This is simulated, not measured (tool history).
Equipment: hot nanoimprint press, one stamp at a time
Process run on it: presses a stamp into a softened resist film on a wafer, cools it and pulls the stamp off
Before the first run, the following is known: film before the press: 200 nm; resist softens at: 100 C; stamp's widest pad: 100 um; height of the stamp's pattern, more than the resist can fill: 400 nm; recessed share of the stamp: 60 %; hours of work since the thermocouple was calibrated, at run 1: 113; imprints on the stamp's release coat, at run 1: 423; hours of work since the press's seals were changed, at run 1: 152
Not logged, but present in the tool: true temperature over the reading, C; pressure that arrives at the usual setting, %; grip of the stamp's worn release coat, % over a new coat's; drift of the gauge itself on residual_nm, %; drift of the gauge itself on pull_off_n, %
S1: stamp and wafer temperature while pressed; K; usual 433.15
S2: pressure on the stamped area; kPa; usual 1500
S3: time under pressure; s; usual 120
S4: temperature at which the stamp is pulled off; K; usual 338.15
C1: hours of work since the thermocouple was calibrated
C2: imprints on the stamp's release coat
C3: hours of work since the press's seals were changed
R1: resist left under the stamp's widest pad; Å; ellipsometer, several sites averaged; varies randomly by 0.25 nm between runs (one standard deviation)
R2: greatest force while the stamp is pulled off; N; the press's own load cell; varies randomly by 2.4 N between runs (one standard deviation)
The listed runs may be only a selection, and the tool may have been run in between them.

run   hour      S1    S2   S3      S4   C1   C2   C3    R1   R2
  1      0  433.15  1500  120  338.15  113  423  152  1056  175
  2   40.4  433.15  1500  120  338.15  130  552  169  1057  177
      69.9  -- stamp cleaned and given a new release coat
  3   69.9  433.15  1500  120  338.15  139    0  178  1054  171
  4   92.8  433.15  1500  120  338.15  148   73  188  1051  175
  5  117.4  433.15  1500  120  338.15  158  152  198  1055  174
  6    134  433.15  1500  120  338.15  165  205  204  1052  178
  7  163.4  433.15  1500  120  338.15  177  298  216  1051  178
  8  202.5  433.15  1500  120  338.15  193  423  232  1044  178
  9  237.9  433.15  1500  120  338.15  207  536  246  1046  173
     272.9  -- stamp cleaned and given a new release coat
 10  273.3  433.15  1500  120  338.15  219    1  258  1048  170
 11  299.7  433.15  1500   65  338.15  230   85  269  1265  174
 12  317.9  433.15  1500  120  338.15  237  143  276  1044  174
 13  346.6  433.15  1500  120  338.15  249  235  288  1043  176
 14  365.9  433.15  1480  120  338.15  257  296  296  1048  177
 15    404  433.15  1500  120  338.15  272  418  311  1043  175
 16  434.1  433.15  1140   90  328.15  284  513  323  1261  196
       439  -- plate thermocouple calibrated
 17  464.2  444.15   980  185  341.15   10  600  334   681  169
     477.7  -- stamp cleaned and given a new release coat
 18  500.3  444.15   980  185  341.15   22   71  347   685  167
 19  521.3  433.15  1250  120  340.15   31  139  355  1118  169
 20  551.2  426.15  1250  120  340.15   43  234  367  1422  172
 21  582.4  444.15  1550  190  326.15   56  333  380   536  195
 22  623.3  444.15  1550  190  326.15   72  463  396   534  200
 23  660.6  424.15  1500   72  341.15   87  582  411  1591  171
     681.5  -- stamp cleaned and given a new release coat
 24  705.7  433.15  1250  120  327.15  103   77  427  1118  199
     713.4  -- gauge calibrated
 25  736.3  426.15  1250  118  323.15  115  174  440  1449  207
 26  774.5  426.15  1250  118  323.15  131  296  455  1447  205
 27  802.5  426.15  1250  118  323.15  142  385  466  1450  205
 28  838.3  426.15  1250  118  323.15  157  499  481  1440  206
 29  869.9  426.15  1250  118  323.15  170  600  494  1440  204

What if the next run were any one of these 3? Each begins from the tool's condition after run 29:
     884.1  -- stamp cleaned and given a new release coat
  A  911.4  433.15  1530  64  338.15  184  87  508   ?   ?
     884.1  -- stamp cleaned and given a new release coat
  B  911.4  442.15  1500  66  338.15  184  87  508   ?   ?
     884.1  -- stamp cleaned and given a new release coat
  C  911.4  424.15  1250  68  346.15  184  87  508   ?   ?

run    R1   R2
  A  1263  174
  B   910  173
  C  1679  161
Take away the tool's hidden state, keep each run's random variation, and the runs would have read:
run    R1   R2
  A  1269  174
  B   915  173
  C  1688  161
